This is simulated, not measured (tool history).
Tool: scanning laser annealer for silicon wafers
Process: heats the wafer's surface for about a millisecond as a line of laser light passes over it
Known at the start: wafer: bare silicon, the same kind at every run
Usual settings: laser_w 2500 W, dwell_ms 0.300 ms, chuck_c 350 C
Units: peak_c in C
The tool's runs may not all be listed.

run,hour,laser_w,dwell_ms,chuck_c,peak_c
1,0.0,2500,0.300,350,1120
2,7.6,2500,0.300,350,1118
3,14.6,2500,0.300,350,1118
4,23.3,2500,0.300,320,1084
5,29.6,2500,0.300,350,1115
6,34.7,2500,0.300,350,1114
7,42.7,2500,0.300,350,1117
8,47.8,2500,0.300,350,1117
9,51.8,2500,0.300,337,1102
10,58.3,2500,0.300,337,1103
11,62.4,2500,0.300,337,1102
12,67.7,2500,0.215,353,1005
# hour 70.8: window over the wafer cleaned
13,78.3,2289,0.255,328,984
14,83.1,2500,0.273,350,1108

Forecast each of these 3 alternatives for the next run:
A,91.3,2476,0.310,355,?
B,91.3,2524,0.300,350,?
C,91.3,2258,0.285,317,?

run,peak_c
A,1149
B,1151
C,995
Without the tool's hidden state the same runs would have given:
run,peak_c
A,1157
B,1159
C,1002
